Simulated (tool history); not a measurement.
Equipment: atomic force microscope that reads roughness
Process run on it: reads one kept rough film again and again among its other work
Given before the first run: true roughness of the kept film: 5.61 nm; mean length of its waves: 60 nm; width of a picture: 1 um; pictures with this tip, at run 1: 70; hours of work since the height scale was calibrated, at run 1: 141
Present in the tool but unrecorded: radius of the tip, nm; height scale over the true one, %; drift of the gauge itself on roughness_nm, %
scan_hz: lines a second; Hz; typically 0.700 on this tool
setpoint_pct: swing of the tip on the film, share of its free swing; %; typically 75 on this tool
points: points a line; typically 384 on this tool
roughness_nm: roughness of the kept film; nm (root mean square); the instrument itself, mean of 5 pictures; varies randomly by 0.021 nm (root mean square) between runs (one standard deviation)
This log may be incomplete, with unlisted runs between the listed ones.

run	hour	scan_hz	setpoint_pct	points	pictures with this tip	hours of work since the height scale was calibrated	roughness_nm
1	0.0	0.700	75	384	70	141	4.640
# hour 5.5: new tip fitted
2	7.3	0.700	75	384	3	145	5.100
3	12.2	0.700	75	384	12	148	5.031
4	20.0	0.700	75	384	26	153	4.912
5	26.9	0.700	75	344	38	157	4.815
6	38.4	0.700	75	315	58	164	4.734
7	47.0	0.700	75	315	74	169	4.599
# hour 50.6: new tip fitted
8	56.3	0.700	75	732	10	174	5.053
9	65.4	0.700	75	732	27	179	4.940
10	73.1	0.700	75	732	40	184	4.852
11	80.6	0.700	75	732	54	188	4.798
12	88.1	0.700	75	732	67	193	4.667
# hour 95.6: new tip fitted
13	98.0	0.700	75	384	4	198	5.069
14	107.6	0.700	75	384	21	204	4.964
15	114.0	0.700	75	443	32	208	4.909
16	119.8	0.700	75	443	43	211	4.835
17	129.2	0.700	75	443	60	217	4.694
18	136.3	0.700	75	532	72	221	4.623
# hour 140.4: new tip fitted
19	147.9	0.700	75	384	13	228	5.029
20	152.9	0.700	75	384	22	231	4.918
21	159.3	0.700	60	384	33	235	5.112
22	165.5	0.700	60	384	44	238	4.964
23	176.1	0.700	70	384	63	245	4.723
24	183.7	0.700	70	384	77	249	4.697
# hour 185.8: new tip fitted
25	189.0	0.700	70	384	5	252	5.186
26	198.5	0.700	70	384	22	258	5.063
27	206.1	0.700	70	384	36	262	4.936
28	213.4	1.942	75	358	49	266	4.366
29	221.2	1.434	75	384	63	271	4.431
# hour 230.5: new tip fitted
30	232.5	0.700	89	558	3	277	4.831
31	237.7	0.700	89	558	12	281	4.814
32	248.4	0.700	75	257	32	287	4.925
33	254.9	0.755	68	384	43	291	4.871
34	259.9	1.362	84	504	52	294	4.284
35	266.2	1.362	84	504	63	297	4.221
# hour 275.5: new tip fitted
36	276.3	0.523	84	797	1	303	5.074
37	286.9	0.523	84	797	20	309	4.912
38	296.1	0.523	84	797	37	315	4.802
39	301.9	1.431	84	797	47	318	4.279
40	311.7	0.576	84	797	64	324	4.611
# hour 320.5: new tip fitted
41	323.5	2.069	59	384	6	331	5.077
42	333.7	2.069	59	384	24	337	4.923
43	341.6	3.639	75	260	38	342	3.891
44	346.5	0.682	75	399	47	345	4.789
45	353.6	0.682	75	399	59	349	4.716
46	359.9	0.682	75	399	71	352	4.635
# hour 365.5: new tip fitted
47	371.3	0.511	75	399	10	359	5.124
48	379.8	0.894	76	398	25	364	4.872
49	387.6	1.070	79	471	39	369	4.615
50	394.1	1.070	74	445	51	372	4.678
51	400.4	1.017	75	844	62	376	4.626
52	408.1	3.613	83	891	76	381	3.366
# hour 410.4: new tip fitted
53	418.3	3.613	83	891	14	387	3.652

Here are 4 independent what-if runs from the current tool condition. What would each one return?
A	423.1	0.782	68	891	23	389	?
B	423.1	3.613	83	305	23	389	?
C	423.1	1.729	63	931	23	389	?
D	423.1	2.431	64	449	23	389	?

run	roughness_nm
A	5.020
B	3.615
C	4.940
D	4.732
The same runs, with their run-to-run variation unchanged, on a tool lacking any hidden condition would have given:
run	roughness_nm
A	5.182
B	3.732
C	5.100
D	4.885

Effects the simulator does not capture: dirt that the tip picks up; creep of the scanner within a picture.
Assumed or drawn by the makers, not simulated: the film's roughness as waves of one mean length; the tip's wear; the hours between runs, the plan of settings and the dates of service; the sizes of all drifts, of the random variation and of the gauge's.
